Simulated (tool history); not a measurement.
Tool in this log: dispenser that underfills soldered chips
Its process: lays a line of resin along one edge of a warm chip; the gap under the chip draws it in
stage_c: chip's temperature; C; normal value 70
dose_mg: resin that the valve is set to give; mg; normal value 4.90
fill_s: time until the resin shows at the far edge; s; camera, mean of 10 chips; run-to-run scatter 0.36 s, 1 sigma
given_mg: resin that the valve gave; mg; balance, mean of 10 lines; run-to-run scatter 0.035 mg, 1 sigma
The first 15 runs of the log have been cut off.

run,day,stage_c,dose_mg,hours of work since the syringe was changed,hours of work since the valve was cleaned,hours of work since the stage was calibrated,fill_s,given_mg
# day 7.275: new syringe of resin
16,7.592,70,4.29,5,20,350,22.3,4.19
# day 7.762: new syringe of resin
17,8.104,59,4.29,5,28,358,40.3,4.22
# day 8.221: new syringe of resin
18,8.446,59,4.29,4,33,363,38.1,4.18
# day 8.679: new syringe of resin
19,9.058,68,4.47,6,42,372,25.4,4.40
# day 9.167: new syringe of resin
# day 9.650: new syringe of resin
20,9.712,73,5.46,1,52,382,16.3,5.24
# day 10.121: new syringe of resin
21,10.408,64,4.37,5,63,393,29.7,4.17
# day 10.583: new syringe of resin
# day 11.046: new syringe of resin
22,11.046,64,5.64,0,73,403,23.5,5.37
23,11.421,64,5.64,6,79,409,29.7,5.26
# day 11.517: new syringe of resin
24,11.917,70,5.20,6,87,416,22.4,4.90
# day 11.983: new syringe of resin
25,12.421,70,4.95,7,94,424,23.5,4.57
# day 12.467: new syringe of resin
26,12.800,70,6.15,5,100,430,21.0,5.73
# day 12.929: new syringe of resin
# day 13.396: new syringe of resin
27,13.429,83,4.90,0,110,440,9.4,4.50
# day 13.658: dispensing valve cleaned and set on the balance
# day 13.946: new syringe of resin
28,14.000,72,4.42,1,5,448,16.5,4.39
# day 14.462: new syringe of resin
29,14.617,72,4.36,2,15,457,18.4,4.34
30,14.900,72,4.36,7,19,462,20.8,4.35
# day 14.975: new syringe of resin
# day 15.475: new syringe of resin
31,15.562,72,4.36,1,29,472,17.5,4.29
# day 15.946: new syringe of resin
32,15.946,70,5.61,0,35,478,16.9,5.41
# day 16.408: new syringe of resin
33,16.617,60,4.28,3,46,488,34.2,4.13
# day 16.900: new syringe of resin
34,17.288,69,5.36,6,56,499,22.6,5.10

3 ways to go on from here, each from the tool as it stands after run 34. What would each give?
# day 17.379: new syringe of resin
# day 17.850: new syringe of resin
A,17.862,73,5.96,0,65,507,?,?
# day 17.379: new syringe of resin
# day 17.850: new syringe of resin
B,17.862,72,4.87,0,65,507,?,?
# day 17.379: new syringe of resin
# day 17.850: new syringe of resin
C,17.862,83,4.48,0,65,507,?,?

run,fill_s,given_mg
A,14.3,5.73
B,16.0,4.68
C,9.5,4.24
Take away the tool's hidden state, keep each run's random variation, and the runs would have read:
run,fill_s,given_mg
A,17.2,6.00
B,19.1,4.90
C,11.2,4.44
